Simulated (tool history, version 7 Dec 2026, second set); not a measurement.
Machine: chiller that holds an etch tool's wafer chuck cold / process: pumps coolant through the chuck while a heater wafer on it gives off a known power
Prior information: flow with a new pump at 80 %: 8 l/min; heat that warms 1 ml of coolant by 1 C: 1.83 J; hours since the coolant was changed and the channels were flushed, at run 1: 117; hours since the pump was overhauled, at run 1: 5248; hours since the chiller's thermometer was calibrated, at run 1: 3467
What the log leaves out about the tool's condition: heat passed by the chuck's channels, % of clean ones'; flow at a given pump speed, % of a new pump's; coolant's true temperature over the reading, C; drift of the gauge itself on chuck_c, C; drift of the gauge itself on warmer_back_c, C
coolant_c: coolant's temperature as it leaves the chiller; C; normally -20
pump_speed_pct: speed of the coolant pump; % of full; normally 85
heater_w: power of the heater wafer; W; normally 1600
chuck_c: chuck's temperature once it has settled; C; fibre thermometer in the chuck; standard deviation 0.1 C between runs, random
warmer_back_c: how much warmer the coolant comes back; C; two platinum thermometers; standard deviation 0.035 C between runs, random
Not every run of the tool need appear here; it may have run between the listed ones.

run,hour,coolant_c,pump_speed_pct,heater_w,hours since the coolant was changed and the channels were flushed,hours since the pump was overhauled,hours since the chiller's thermometer was calibrated,chuck_c,warmer_back_c
1,0.0,-20,85,1600,117,5248,3467,-2.3,6.58
# hour 9.3: chiller's thermometer calibrated
2,165.0,-29,85,1600,281,5412,156,-11.7,6.63
3,246.5,-20,85,928,362,5493,237,-9.8,3.81
4,376.7,-20,85,928,492,5624,367,-9.7,3.82
5,498.6,-20,85,928,614,5745,489,-9.8,3.83
6,570.0,-20,85,1600,686,5817,561,-2.3,6.57
7,735.6,-16,85,1600,851,5982,726,1.9,6.67
8,880.7,-14,85,1600,996,6128,871,3.8,6.63
9,976.3,-24,85,1600,1092,6223,967,-6.0,6.68
10,1142.4,-20,85,1600,1258,6389,1133,-2.1,6.66
11,1300.8,-14,85,1600,1417,6548,1291,4.0,6.63
12,1464.6,-14,85,1600,1580,6711,1455,4.2,6.69
13,1626.6,-14,85,1600,1742,6873,1617,4.5,6.74
14,1792.1,-29,67,836,1908,7039,1783,-17.4,4.50
15,1864.2,-20,90,904,1980,7111,1855,-9.8,3.59
16,2001.3,-22,90,1275,2117,7248,1992,-7.8,5.09
17,2150.2,-20,98,1600,2266,7397,2141,-3.2,5.81
18,2260.8,-20,65,1600,2376,7508,2251,2.9,9.05
19,2352.8,-20,65,1600,2469,7600,2344,3.1,9.07
20,2461.2,-20,65,1600,2577,7708,2452,3.1,9.09
21,2554.9,-20,65,1600,2671,7802,2546,3.1,9.10
22,2630.3,-20,65,1600,2746,7877,2621,3.0,9.10
23,2754.1,-20,65,1600,2870,8001,2745,3.4,9.12

What if the next run were any one of these 3? Each begins from the tool's condition after run 23:
A,2894.7,-19,72,1240,3010,8142,2885,?,?
B,2894.7,-19,85,1600,3010,8142,2885,?,?
C,2894.7,-24,91,1600,3010,8142,2885,?,?

run,chuck_c,warmer_back_c
A,-2.1,6.36
B,0.2,6.83
C,-5.8,6.36
With the hidden condition removed and each run's random variation left untouched, the same runs would have given:
run,chuck_c,warmer_back_c
A,-4.8,5.73
B,-2.9,6.15
C,-8.7,5.73
